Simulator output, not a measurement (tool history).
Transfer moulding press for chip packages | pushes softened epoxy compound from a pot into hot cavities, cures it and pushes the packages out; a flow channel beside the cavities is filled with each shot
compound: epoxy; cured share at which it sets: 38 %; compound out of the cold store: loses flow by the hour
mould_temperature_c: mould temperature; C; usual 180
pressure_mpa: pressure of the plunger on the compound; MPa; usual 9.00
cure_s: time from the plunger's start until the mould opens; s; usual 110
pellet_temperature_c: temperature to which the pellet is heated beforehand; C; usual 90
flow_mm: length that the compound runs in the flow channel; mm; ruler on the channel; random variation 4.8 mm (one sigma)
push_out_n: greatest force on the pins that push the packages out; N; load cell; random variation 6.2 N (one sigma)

run,hour,mould_temperature_c,pressure_mpa,cure_s,pellet_temperature_c,incoming compound's hours out of the cold store,flow_mm,push_out_n
1,0.0,180,9.00,110,90,42.0,878,227
2,21.3,180,9.00,110,90,28.0,906,269
3,45.2,180,9.00,110,90,45.4,858,324
4,82.5,180,9.00,110,90,8.4,967,381
5,105.8,180,9.00,100,90,45.5,863,427
6,139.3,180,9.00,100,90,45.9,860,462
# hour 158.3: cavities cleaned with cleaning compound and waxed
7,179.5,180,9.00,110,90,24.2,913,290
8,205.3,180,9.00,120,90,47.8,846,289
9,236.0,180,9.00,110,90,31.8,890,358
10,255.6,180,9.55,110,90,16.5,960,373
11,297.2,180,9.00,110,90,19.7,918,438
# hour 316.1: cavities cleaned with cleaning compound and waxed
12,333.2,180,9.00,110,90,10.9,945,263
13,365.4,180,9.00,110,99,33.8,873,310
14,401.6,180,9.00,110,99,11.8,930,358
15,423.7,180,9.00,110,99,30.2,881,386
16,455.2,180,9.77,110,93,31.7,912,412
# hour 473.6: cavities cleaned with cleaning compound and waxed
17,485.9,180,9.77,110,93,22.8,934,266
# hour 500.9: mould's thermocouples calibrated
18,529.9,180,9.00,125,83,42.5,848,300
19,566.8,180,9.00,125,83,32.3,876,335
20,599.3,180,7.68,110,95,21.8,822,405
# hour 634.7: cavities cleaned with cleaning compound and waxed
21,637.1,180,7.68,95,95,36.5,794,305
22,681.8,180,7.68,95,95,32.6,792,405
23,702.7,183,7.68,116,95,24.8,802,320
24,728.1,183,7.68,116,95,18.4,824,359
25,768.3,180,10.19,116,100,24.1,934,397
# hour 777.4: plunger's sealing rings changed
# hour 795.9: cavities cleaned with cleaning compound and waxed
26,797.9,180,10.68,99,92,16.1,1030,310
27,832.6,180,10.68,107,96,44.0,945,312
28,853.2,180,9.00,128,90,31.2,904,313
29,880.5,180,9.00,128,90,30.0,902,330

Forecast each of these 3 alternatives for the next run:
A,907.4,180,10.59,123,93,43.8,?,?
B,907.4,176,9.00,119,98,25.0,?,?
C,907.4,180,9.00,128,94,39.5,?,?

run,flow_mm,push_out_n
A,938,362
B,935,409
C,879,356
Without the tool's hidden state the same runs would have given:
run,flow_mm,push_out_n
A,947,210
B,944,243
C,888,209

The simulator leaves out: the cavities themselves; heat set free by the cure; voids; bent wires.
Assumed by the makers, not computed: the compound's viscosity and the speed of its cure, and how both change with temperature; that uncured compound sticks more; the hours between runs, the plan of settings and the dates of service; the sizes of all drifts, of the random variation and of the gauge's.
